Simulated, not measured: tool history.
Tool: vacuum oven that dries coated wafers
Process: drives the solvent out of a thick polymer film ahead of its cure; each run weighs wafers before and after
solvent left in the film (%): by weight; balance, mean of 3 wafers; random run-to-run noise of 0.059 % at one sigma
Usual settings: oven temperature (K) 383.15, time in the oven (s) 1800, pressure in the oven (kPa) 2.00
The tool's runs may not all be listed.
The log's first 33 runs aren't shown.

run	hour	oven temperature (K)	time in the oven (s)	pressure in the oven (kPa)	hours of work since the thermocouples were calibrated	hours of work since the vacuum gauge was cleaned of residue	solvent left in the film (%)
34	1032.0	375.15	1080	1.49	906	947	7.27
35	1058.9	394.15	1260	5.72	924	964	3.01
36	1088.1	394.15	1800	3.72	943	984	1.69
37	1108.2	376.15	2940	1.20	956	997	2.71
38	1141.9	383.15	2640	1.17	978	1019	1.53
39	1160.7	395.15	1920	1.47	991	1031	0.77
40	1198.9	395.15	1920	1.47	1016	1056	0.72
41	1235.1	389.15	1200	6.88	1040	1080	4.63

What will run 42 give?
42	1275.7	385.15	1080	7.53	1066	1107	?

Run 42 gave solvent left in the film (%) 6.40.
Without the tool's hidden state the same run would have given solvent left in the film (%) 6.41.
